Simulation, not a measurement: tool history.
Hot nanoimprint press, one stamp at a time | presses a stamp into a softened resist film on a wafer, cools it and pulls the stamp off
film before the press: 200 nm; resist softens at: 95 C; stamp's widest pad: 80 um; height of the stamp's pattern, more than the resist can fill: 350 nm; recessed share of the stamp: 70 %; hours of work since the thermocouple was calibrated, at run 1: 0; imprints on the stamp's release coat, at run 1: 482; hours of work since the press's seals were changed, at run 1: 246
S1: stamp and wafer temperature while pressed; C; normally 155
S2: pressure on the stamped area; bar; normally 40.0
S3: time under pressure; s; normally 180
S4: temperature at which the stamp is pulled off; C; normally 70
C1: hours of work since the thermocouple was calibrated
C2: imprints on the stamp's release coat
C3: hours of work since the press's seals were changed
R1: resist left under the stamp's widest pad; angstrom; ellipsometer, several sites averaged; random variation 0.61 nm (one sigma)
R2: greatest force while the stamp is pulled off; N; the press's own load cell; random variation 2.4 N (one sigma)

run	day	S1	S2	S3	S4	C1	C2	C3	R1	R2
1	0.000	155	40.0	180	70	0	482	246	945	120
2	2.788	155	29.3	180	70	43	666	289	1113	119
3	4.292	155	29.3	180	70	66	765	312	1109	129
4	7.179	155	40.0	180	70	111	956	357	957	135
5	10.317	155	40.0	180	70	159	1164	405	965	143
6	13.504	155	40.0	180	69	209	1374	455	978	148
# day 16.050: stamp cleaned and given a new release coat
7	16.238	155	40.0	180	69	247	13	493	991	113
8	18.129	156	40.0	180	69	276	137	522	968	114
# day 18.483: plate thermocouple calibrated
9	21.508	155	40.0	180	65	47	353	573	955	121
10	24.692	155	40.0	180	65	96	563	622	964	132
11	26.438	155	40.0	180	65	123	678	649	975	128
12	29.604	155	40.0	180	65	172	888	698	988	141
13	32.412	155	40.0	180	70	215	1074	741	991	135
14	35.667	155	40.0	180	70	265	1289	791	1006	144
# day 36.746: plate thermocouple calibrated
15	37.858	155	40.0	180	70	17	1425	823	966	146
# day 39.542: stamp cleaned and given a new release coat
16	40.746	155	40.0	180	70	58	80	864	979	114
17	42.638	155	40.0	180	68	87	205	893	1002	118
18	44.667	155	40.0	140	70	118	339	924	1062	117
# day 46.946: press's hydraulic seals changed and the load cell set to zero
19	47.975	160	27.1	96	61	164	535	16	1177	134
20	50.138	165	39.3	96	61	198	679	49	799	139
21	52.738	155	29.5	102	70	238	850	90	1335	127
22	54.462	161	29.1	144	68	265	964	116	981	137
# day 55.462: plate thermocouple calibrated
23	56.946	155	35.2	180	70	23	1120	153	1018	134
24	60.062	147	40.0	246	66	71	1326	201	1243	158
25	62.183	147	40.0	246	66	104	1466	233	1250	159
# day 63.171: stamp cleaned and given a new release coat
26	64.488	147	28.4	324	66	136	87	265	1345	115
27	67.142	146	52.9	111	73	177	263	306	1423	112
28	69.029	146	52.9	111	73	206	387	335	1440	112
29	71.546	155	40.0	103	56	245	554	374	1177	151

Predict each of these 5 candidate next runs independently; none follows another, all start after run 29:
A	73.638	155	40.0	237	72	277	692	407	?	?
B	73.638	155	39.1	92	63	277	692	407	?	?
C	73.638	155	40.0	103	59	277	692	407	?	?
D	73.638	157	40.0	103	56	277	692	407	?	?
E	73.638	155	40.0	163	78	277	692	407	?	?

run	R1	R2
A	917	127
B	1238	138
C	1189	144
D	1108	151
E	1035	116
The same runs, with their run-to-run variation unchanged, on a tool lacking any hidden condition would have given:
run	R1	R2
A	853	106
B	1166	116
C	1117	121
D	1039	127
E	966	97
